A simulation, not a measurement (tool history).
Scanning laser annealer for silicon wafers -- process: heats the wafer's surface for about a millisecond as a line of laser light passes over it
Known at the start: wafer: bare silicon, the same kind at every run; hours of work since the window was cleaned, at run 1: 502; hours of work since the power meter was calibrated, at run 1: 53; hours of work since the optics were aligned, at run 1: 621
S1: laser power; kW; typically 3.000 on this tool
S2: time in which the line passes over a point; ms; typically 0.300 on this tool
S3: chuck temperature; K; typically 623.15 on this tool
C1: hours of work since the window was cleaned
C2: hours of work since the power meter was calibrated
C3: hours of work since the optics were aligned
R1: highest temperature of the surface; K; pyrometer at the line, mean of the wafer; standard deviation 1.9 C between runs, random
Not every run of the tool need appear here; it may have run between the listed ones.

Run 1, hour 0.0: usual settings; C1 502; C2 53; C3 621. Result: R1 1343.15 K.
Run 2, hour 5.4: usual settings; C1 504; C2 55; C3 623. Result: R1 1344.15 K.
Run 3, hour 10.6: usual settings; C1 506; C2 57; C3 625. Result: R1 1342.15 K.
Run 4, hour 15.8: usual settings; C1 509; C2 59; C3 627. Result: R1 1341.15 K.
Run 5, hour 21.7: usual settings but S2 0.304 ms; C1 511; C2 62; C3 630. Result: R1 1345.15 K.
Run 6, hour 25.5: usual settings but S2 0.304 ms; C1 513; C2 64; C3 631. Result: R1 1347.15 K.
Run 7, hour 34.7: usual settings but S2 0.304 ms; C1 517; C2 67; C3 635. Result: R1 1346.15 K.
Run 8, hour 40.4: usual settings but S2 0.304 ms; C1 519; C2 70; C3 638. Result: R1 1348.15 K.
Run 9, hour 46.9: usual settings; C1 522; C2 73; C3 640. Result: R1 1339.15 K.
Run 10, hour 55.7: usual settings but S2 0.320 ms; C1 526; C2 76; C3 644. Result: R1 1369.15 K.
Run 11, hour 61.3: usual settings but S2 0.320 ms; C1 528; C2 79; C3 647. Result: R1 1368.15 K.
Run 12, hour 66.0: usual settings but S2 0.320 ms; C1 530; C2 81; C3 649. Result: R1 1365.15 K.
Run 13, hour 70.5: usual settings but S2 0.320 ms; C1 532; C2 83; C3 650. Result: R1 1369.15 K.
Run 14, hour 75.7: usual settings but S1 2.742 kW; C1 534; C2 85; C3 653. Result: R1 1282.15 K.
Run 15, hour 83.0: usual settings but S2 0.229 ms; C1 537; C2 88; C3 656. Result: R1 1238.15 K.
Run 16, hour 91.8: usual settings but S2 0.229 ms; C1 541; C2 92; C3 660. Result: R1 1238.15 K.
Run 17, hour 95.7: usual settings but S1 2.754 kW, S2 0.224 ms, S3 634.15 K; C1 542; C2 93; C3 661. Result: R1 1194.15 K.
Run 18, hour 104.7: usual settings but S2 0.212 ms; C1 546; C2 97; C3 665. Result: R1 1210.15 K.
Run 19, hour 113.0: usual settings but S1 3.024 kW, S3 610.15 K; C1 550; C2 101; C3 668. Result: R1 1333.15 K.
Run 20, hour 117.4: usual settings but S1 3.024 kW, S2 0.334 ms, S3 610.15 K; C1 552; C2 103; C3 670. Result: R1 1378.15 K.
Run 21, hour 126.2: usual settings but S1 2.629 kW, S2 0.334 ms, S3 643.15 K; C1 555; C2 106; C3 674. Result: R1 1315.15 K.
Run 22, hour 132.3: usual settings but S1 2.973 kW, S2 0.228 ms, S3 605.15 K; C1 558; C2 109; C3 677. Result: R1 1212.15 K.
Run 23, hour 139.2: usual settings but S1 2.840 kW, S3 650.15 K; C1 561; C2 112; C3 680. Result: R1 1330.15 K.
Run 24, hour 144.0: usual settings but S1 2.840 kW, S3 650.15 K; C1 563; C2 114; C3 682. Result: R1 1331.15 K.
Run 25, hour 153.1: usual settings but S1 2.840 kW, S3 650.15 K; C1 567; C2 118; C3 685. Result: R1 1331.15 K.
Run 26, hour 159.7: usual settings but S1 2.923 kW; C1 570; C2 120; C3 688. Result: R1 1323.15 K.
Run 27, hour 167.4: usual settings but S1 3.275 kW, S3 636.15 K; C1 573; C2 124; C3 692. Result: R1 1414.15 K.
Run 28, hour 171.5: usual settings but S1 2.724 kW, S2 0.272 ms, S3 649.15 K; C1 575; C2 125; C3 693. Result: R1 1266.15 K.
Run 29, hour 179.7: usual settings but S1 2.724 kW, S2 0.232 ms, S3 594.15 K; C1 578; C2 129; C3 697. Result: R1 1157.15 K.
Run 30, hour 183.7: usual settings but S2 0.222 ms, S3 588.15 K; C1 580; C2 131; C3 698. Result: R1 1187.15 K.
Run 31, hour 187.5: usual settings but S3 652.15 K; C1 581; C2 132; C3 700. Result: R1 1366.15 K.
Run 32, hour 196.0: usual settings but S1 2.706 kW, S2 0.256 ms; C1 585; C2 136; C3 704. Result: R1 1216.15 K.

Selected run-to-run steps in R1, each split into two signed amounts: the part the tool would show with no hidden state at all (from settings, incoming material and random variation), and the remainder, which goes to the hidden state together with any gauge scatter not common to the measured and the hidden-state-free results:
What the log doesn't record here: light that passes the window, % of a clean one's; laser's true power over the reading, %; width of the line over the set one, %; drift of the gauge itself on peak_c, C.
Run 18 -> 19: S1 3.000 -> 3.024, S2 0.212 -> 0.300, S3 623.15 -> 610.15. R1 +123.00 K: hidden state -8.00, all else +131.00.
Run 27 -> 28: S1 3.275 -> 2.724, S2 0.300 -> 0.272, S3 636.15 -> 649.15. R1 -148.00 K: hidden state +8.00, all else -156.00.
Run 30 -> 31: S2 0.222 -> 0.300, S3 588.15 -> 652.15. R1 +179.00 K: hidden state -5.00, all else +184.00.
Run 31 -> 32: S1 3.000 -> 2.706, S2 0.300 -> 0.256, S3 652.15 -> 623.15. R1 -150.00 K: hidden state +6.00, all else -156.00.
